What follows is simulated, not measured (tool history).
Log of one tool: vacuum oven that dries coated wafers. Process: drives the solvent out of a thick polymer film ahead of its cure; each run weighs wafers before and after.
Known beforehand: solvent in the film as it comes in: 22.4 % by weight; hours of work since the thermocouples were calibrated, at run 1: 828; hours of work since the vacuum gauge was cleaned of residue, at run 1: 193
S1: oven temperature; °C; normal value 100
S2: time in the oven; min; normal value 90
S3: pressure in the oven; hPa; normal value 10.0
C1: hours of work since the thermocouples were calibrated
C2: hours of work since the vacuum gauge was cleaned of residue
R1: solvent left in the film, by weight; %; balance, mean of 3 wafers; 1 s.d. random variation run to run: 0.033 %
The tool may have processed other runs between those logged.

run,hour,S1,S2,S3,C1,C2,R1
1,0.0,100,90,10.0,828,193,1.77
2,18.5,100,90,10.0,837,201,1.73
3,39.2,100,90,23.5,847,211,2.23
4,65.4,100,90,23.5,859,224,2.21
5,76.6,100,90,23.5,864,229,2.26
6,95.2,100,90,23.5,873,238,2.26
7,107.1,100,90,10.0,879,244,1.73
8,132.3,100,90,10.0,891,256,1.76
9,153.6,100,90,10.0,901,266,1.82
10,170.0,100,90,10.0,909,274,1.76
11,193.6,100,90,10.0,920,285,1.81
12,205.9,100,90,10.0,926,291,1.82
13,217.2,100,90,10.0,931,296,1.78
14,233.8,100,90,10.0,939,304,1.79
15,256.8,100,90,10.0,950,315,1.75
16,279.1,100,90,10.0,961,326,1.78
17,299.4,100,90,10.0,970,335,1.84
18,318.3,100,90,10.0,979,344,1.80
19,332.4,100,58,10.0,986,351,3.92
20,355.8,100,58,10.0,997,362,3.88
21,366.7,100,90,10.0,1003,367,1.88
22,391.3,100,90,10.0,1014,379,1.91
23,409.6,100,86,10.0,1023,388,2.04
24,434.9,100,86,10.0,1035,400,1.96
25,446.9,100,86,10.0,1041,405,2.01
26,467.2,112,161,15.1,1050,415,0.38
27,479.4,88,62,19.0,1056,421,9.39
28,498.9,107,45,7.7,1066,430,2.64
29,524.5,95,136,7.4,1078,442,1.58
30,541.5,95,136,7.4,1086,450,1.58
# hour 549.6: oven's thermocouples calibrated
31,556.4,87,82,16.5,3,457,7.51
32,577.4,87,82,16.5,13,467,7.59
33,589.1,113,53,26.1,19,472,1.02
34,609.0,99,48,33.8,28,482,5.86
35,621.4,100,59,28.5,34,488,4.01
36,639.2,100,59,28.5,43,496,4.04
37,661.2,100,59,28.5,53,507,4.13
38,681.5,100,59,28.5,63,516,4.08
39,695.1,91,76,28.5,69,523,6.59
40,706.8,100,82,9.0,75,528,2.01
41,722.8,100,134,10.0,82,536,0.85
42,747.7,100,49,9.8,94,548,4.58
43,765.1,112,90,10.0,103,556,0.32
44,781.3,112,90,10.0,110,564,0.34
45,795.3,112,90,10.0,117,570,0.33
46,809.2,111,65,36.8,124,577,1.26
47,830.4,111,65,36.8,134,587,1.27
48,855.2,109,65,6.5,146,599,0.76

3 ways to go on from here, each from the tool as it stands after run 48. What would each give?
A,878.5,109,135,10.5,157,610,?
B,878.5,93,88,37.4,157,610,?
C,878.5,100,54,10.0,157,610,?

run,R1
A,0.33
B,5.15
C,4.08
What these runs would have given with no unlogged condition in the tool:
run,R1
A,0.25
B,4.85
C,3.82
